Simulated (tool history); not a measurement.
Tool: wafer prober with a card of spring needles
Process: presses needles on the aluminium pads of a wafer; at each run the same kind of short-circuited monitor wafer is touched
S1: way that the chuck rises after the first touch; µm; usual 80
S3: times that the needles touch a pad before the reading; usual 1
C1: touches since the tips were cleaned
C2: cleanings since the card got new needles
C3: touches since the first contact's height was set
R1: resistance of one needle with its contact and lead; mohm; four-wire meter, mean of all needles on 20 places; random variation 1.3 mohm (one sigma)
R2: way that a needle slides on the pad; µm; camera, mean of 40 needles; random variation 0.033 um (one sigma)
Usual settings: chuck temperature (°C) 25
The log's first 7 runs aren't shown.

At hour 131.2: tips cleaned on abrasive film.
Run 8, hour 145.7: usual settings but chuck temperature (°C) 102, S3 2; C1 6663; C2 23; C3 27496. Result: R1 126 mohm, R2 18.81 µm.
At hour 148.0: tips cleaned on abrasive film.
At hour 165.2: tips cleaned on abrasive film.
Run 9, hour 170.4: usual settings but chuck temperature (°C) 102, S3 2; C1 2402; C2 25; C3 38744. Result: R1 125 mohm, R2 18.75 µm.
At hour 181.5: tips cleaned on abrasive film.
Run 10, hour 181.5: usual settings but chuck temperature (°C) 102, S3 2; C1 0; C2 26; C3 43799. Result: R1 119 mohm, R2 18.69 µm.
Run 11, hour 192.6: usual settings; C1 5082; C2 26; C3 48881. Result: R1 123 mohm, R2 18.71 µm.
At hour 199.4: tips cleaned on abrasive film.
Run 12, hour 214.2: usual settings but S1 75 µm; C1 6786; C2 27; C3 58750. Result: R1 126 mohm, R2 17.54 µm.
At hour 215.8: tips cleaned on abrasive film.
Run 13, hour 229.3: usual settings but S1 75 µm; C1 6227; C2 28; C3 65629. Result: R1 127 mohm, R2 17.50 µm.
At hour 232.8: tips cleaned on abrasive film.
Run 14, hour 240.8: usual settings but S1 75 µm; C1 3698; C2 29; C3 70862. Result: R1 124 mohm, R2 17.51 µm.
At hour 249.9: tips cleaned on abrasive film.
Run 15, hour 260.3: usual settings but S1 75 µm, S3 3; C1 4761; C2 30; C3 79721. Result: R1 114 mohm, R2 17.41 µm.
At hour 266.6: tips cleaned on abrasive film.
Run 16, hour 280.8: usual settings but chuck temperature (°C) 99; C1 6516; C2 31; C3 89108. Result: R1 132 mohm, R2 18.65 µm.
At hour 283.1: tips cleaned on abrasive film.
At hour 300.3: tips cleaned on abrasive film.
Run 17, hour 306.6: usual settings but chuck temperature (°C) 99; C1 2896; C2 33; C3 100830. Result: R1 128 mohm, R2 18.54 µm.
At hour 316.9: tips cleaned on abrasive film.
Run 18, hour 332.1: usual settings but chuck temperature (°C) 99; C1 6974; C2 34; C3 112511. Result: R1 135 mohm, R2 18.58 µm.
At hour 333.5: tips cleaned on abrasive film.
At hour 350.0: tips cleaned on abrasive film.
Run 19, hour 356.0: usual settings but chuck temperature (°C) 42, S3 2; C1 2759; C2 36; C3 123383. Result: R1 116 mohm, R2 18.50 µm.
At hour 366.5: tips cleaned on abrasive film.
Run 20, hour 375.3: usual settings but S1 82 µm, chuck temperature (°C) 42, S3 3; C1 4052; C2 37; C3 132192. Result: R1 115 mohm, R2 18.96 µm.
At hour 383.0: tips cleaned on abrasive film.
Run 21, hour 390.0: usual settings but S1 82 µm, chuck temperature (°C) 42, S3 3; C1 3174; C2 38; C3 138852. Result: R1 115 mohm, R2 18.97 µm.
At hour 399.5: tips cleaned on abrasive film.
Run 22, hour 412.9: usual settings but S1 89 µm, chuck temperature (°C) 30; C1 6152; C2 39; C3 149351. Result: R1 123 mohm, R2 20.64 µm.
At hour 416.1: tips cleaned on abrasive film.
Run 23, hour 426.4: usual settings but chuck temperature (°C) 33; C1 4735; C2 40; C3 155498. Result: R1 126 mohm, R2 18.46 µm.
At hour 432.9: tips cleaned on abrasive film.
Run 24, hour 441.5: usual settings but chuck temperature (°C) 33; C1 3959; C2 41; C3 162364. Result: R1 121 mohm, R2 18.39 µm.
At hour 449.8: tips cleaned on abrasive film.
At hour 453.6: height of the first contact set anew.
Run 25, hour 465.7: usual settings but S1 73 µm, chuck temperature (°C) 106, S3 2; C1 7171; C2 42; C3 5558. Result: R1 129 mohm, R2 17.18 µm.
At hour 467.0: tips cleaned on abrasive film.
At hour 484.7: tips cleaned on abrasive film.
Run 26, hour 485.9: usual settings but S1 73 µm, chuck temperature (°C) 106, S3 2; C1 552; C2 44; C3 14727. Result: R1 121 mohm, R2 17.17 µm.
Run 27, hour 498.0: usual settings but S1 65 µm, chuck temperature (°C) 106, S3 2; C1 6134; C2 44; C3 20309. Result: R1 133 mohm, R2 15.25 µm.
At hour 502.6: tips cleaned on abrasive film.
Run 28, hour 515.6: usual settings but S1 65 µm, chuck temperature (°C) 106, S3 2; C1 5947; C2 45; C3 28318. Result: R1 134 mohm, R2 15.24 µm.
At hour 519.8: tips cleaned on abrasive film.
At hour 536.4: tips cleaned on abrasive film.
Run 29, hour 536.4: usual settings but S1 65 µm, chuck temperature (°C) 106; C1 0; C2 47; C3 37769. Result: R1 123 mohm, R2 15.25 µm.
Run 30, hour 549.8: usual settings but S1 65 µm, chuck temperature (°C) 31, S3 2; C1 6133; C2 47; C3 43902. Result: R1 121 mohm, R2 15.22 µm.
At hour 552.9: tips cleaned on abrasive film.
At hour 569.3: tips cleaned on abrasive film.
Run 31, hour 569.9: usual settings but S1 65 µm, chuck temperature (°C) 31, S3 2; C1 300; C2 49; C3 53051. Result: R1 113 mohm, R2 15.15 µm.

4 ways to go on from here, each from the tool as it stands after run 31. What would each give?
At hour 586.1: tips cleaned on abrasive film.
Run A, hour 595.5: usual settings but S1 65 µm, chuck temperature (°C) 111, S3 2; C1 4314; C2 50; C3 64742. Result: R1 ?, R2 ?.
At hour 586.1: tips cleaned on abrasive film.
Run B, hour 595.5: usual settings but S1 92 µm, chuck temperature (°C) 106, S3 2; C1 4314; C2 50; C3 64742. Result: R1 ?, R2 ?.
At hour 586.1: tips cleaned on abrasive film.
Run C, hour 595.5: usual settings but S1 63 µm; C1 4314; C2 50; C3 64742. Result: R1 ?, R2 ?.
At hour 586.1: tips cleaned on abrasive film.
Run D, hour 595.5: usual settings but S1 65 µm; C1 4314; C2 50; C3 64742. Result: R1 ?, R2 ?.

run   R1     R2
  A  131  15.16
  B  127  21.50
  C  128  14.70
  D  129  15.09
Without the tool's hidden state the same runs would have given:
run   R1     R2
  A  121  15.32
  B  122  21.66
  C  109  14.86
  D  110  15.25
